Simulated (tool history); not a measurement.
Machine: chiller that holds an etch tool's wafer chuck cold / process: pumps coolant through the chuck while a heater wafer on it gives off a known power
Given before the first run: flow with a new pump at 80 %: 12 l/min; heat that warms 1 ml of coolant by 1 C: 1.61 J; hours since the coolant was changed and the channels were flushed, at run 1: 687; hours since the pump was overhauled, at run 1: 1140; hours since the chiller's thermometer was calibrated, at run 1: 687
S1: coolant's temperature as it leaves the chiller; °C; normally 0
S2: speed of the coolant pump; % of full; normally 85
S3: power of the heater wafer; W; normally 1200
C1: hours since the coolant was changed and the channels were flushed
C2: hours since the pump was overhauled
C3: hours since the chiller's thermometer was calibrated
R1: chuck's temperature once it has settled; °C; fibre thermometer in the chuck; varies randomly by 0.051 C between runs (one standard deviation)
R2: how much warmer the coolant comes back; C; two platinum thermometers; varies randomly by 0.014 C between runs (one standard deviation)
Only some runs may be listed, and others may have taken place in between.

run,hour,S1,S2,S3,C1,C2,C3,R1,R2
1,0,0,85,1200,687,1140,687,7.69,3.47
2,53.6,0,85,1200,741,1194,741,7.75,3.48
3,117.4,0,85,963,805,1258,805,6.13,2.78
4,172.1,0,85,963,859,1313,859,6.18,2.77
5,223.3,0,85,1200,910,1364,910,7.65,3.44
6,278.5,0,85,1200,966,1419,966,7.76,3.48
7,312.5,0,68,1200,1000,1453,1000,9.28,4.48
8,348.6,0,85,1200,1036,1489,1036,7.75,3.47
9,386.9,0,71,1200,1074,1527,1074,8.99,4.25
10,441.1,0,71,1200,1128,1582,1128,9.06,4.25
11,483.2,0,71,1200,1170,1624,1170,9.04,4.25
12,530.7,0,71,1200,1218,1671,1218,8.94,4.26
13,572.3,0,86,1200,1259,1713,1259,7.68,3.41
14,620.3,0,86,1200,1307,1761,1307,7.67,3.41
15,669.8,0,86,1200,1357,1810,1357,7.62,3.41
16,723,5,85,1778,1410,1863,1410,16.43,5.12
17,771.4,3,87,1200,1458,1912,1458,10.5,3.39
18,817.9,-7,91,759,1505,1958,1505,-2.41,2.02
19,882.1,-7,91,759,1569,2023,1569,-2.35,2.05
20,913.1,-7,83,759,1600,2054,1600,-2.02,2.29
21,955,0,99,1765,1642,2096,1642,10.05,4.27
22,1007.2,-1,85,906,1694,2148,1694,4.78,2.63
23,1068.7,8,61,1681,1756,2209,1756,22.24,7.07
24,1118.9,8,61,1681,1806,2259,1806,22.33,7.1
25,1173.7,8,61,1681,1861,2314,1861,22.18,7.07
26,1207.9,7,61,605,1895,2348,1895,12.05,2.54
27,1265.7,1,73,1672,1953,2406,1953,13.26,5.74
28,1325.7,1,73,1672,2013,2466,2013,13.23,5.74
29,1371,0,85,823,2058,2511,2058,5.17,2.37
30,1419.5,1,78,937,2107,2560,2107,7.51,3

Alternative continuations, all from the tool just after run 30; predict every row:
A,1459.4,8,78,937,2146,2600,2146,?,?
B,1459.4,1,67,728,2146,2600,2146,?,?
C,1459.4,8,77,983,2146,2600,2146,?,?

run,R1,R2
A,14.49,2.94
B,6.79,2.75
C,14.87,3.19
Stripped of hidden state, with their random variation kept, the same runs would have yielded:
run,R1,R2
A,14.49,2.94
B,6.79,2.75
C,14.86,3.19
